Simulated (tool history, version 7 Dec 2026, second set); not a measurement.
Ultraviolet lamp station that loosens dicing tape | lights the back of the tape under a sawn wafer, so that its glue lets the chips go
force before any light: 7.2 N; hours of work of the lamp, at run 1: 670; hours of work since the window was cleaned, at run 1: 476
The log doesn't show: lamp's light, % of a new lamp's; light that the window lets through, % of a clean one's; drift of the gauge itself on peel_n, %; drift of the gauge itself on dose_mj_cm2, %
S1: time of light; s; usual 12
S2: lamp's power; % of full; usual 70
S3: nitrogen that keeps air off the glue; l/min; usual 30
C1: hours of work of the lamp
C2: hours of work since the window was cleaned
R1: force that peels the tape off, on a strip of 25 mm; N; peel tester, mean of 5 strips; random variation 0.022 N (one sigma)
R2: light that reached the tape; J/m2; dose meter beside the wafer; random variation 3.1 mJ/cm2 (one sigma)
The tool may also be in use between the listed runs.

Run 1, hour 0: usual settings; C1 670; C2 476. Result: R1 2.013 N, R2 3170 J/m2.
Run 2, hour 21.2: usual settings; C1 684; C2 490. Result: R1 2.045 N, R2 3160 J/m2.
At hour 43.7: window cleaned of glue's vapour.
Run 3, hour 44.4: usual settings but S3 10 l/min; C1 700; C2 0. Result: R1 3.421 N, R2 2770 J/m2.
Run 4, hour 62.9: usual settings but S3 10 l/min; C1 713; C2 13. Result: R1 3.451 N, R2 2700 J/m2.
Run 5, hour 86.2: usual settings but S3 10 l/min; C1 729; C2 29. Result: R1 3.392 N, R2 2660 J/m2.
Run 6, hour 109.3: usual settings; C1 745; C2 45. Result: R1 2.481 N, R2 2660 J/m2.
At hour 112.5: window cleaned of glue's vapour, once more.
Run 7, hour 134.8: usual settings; C1 762; C2 15. Result: R1 1.635 N, R2 3650 J/m2.
Run 8, hour 160.2: usual settings; C1 780; C2 33. Result: R1 1.656 N, R2 3590 J/m2.

Run 9 comes next. What will it give?
Run 9, hour 179.3: usual settings but S1 23 s, S2 63 % of full, S3 11 l/min; C1 793; C2 46. Result: R1 ?, R2 ?.

R1: 1.253 N
R2: 6200 J/m2
Without the tool's hidden state the same run would have given R1 0.719 N, R2 8280 J/m2.
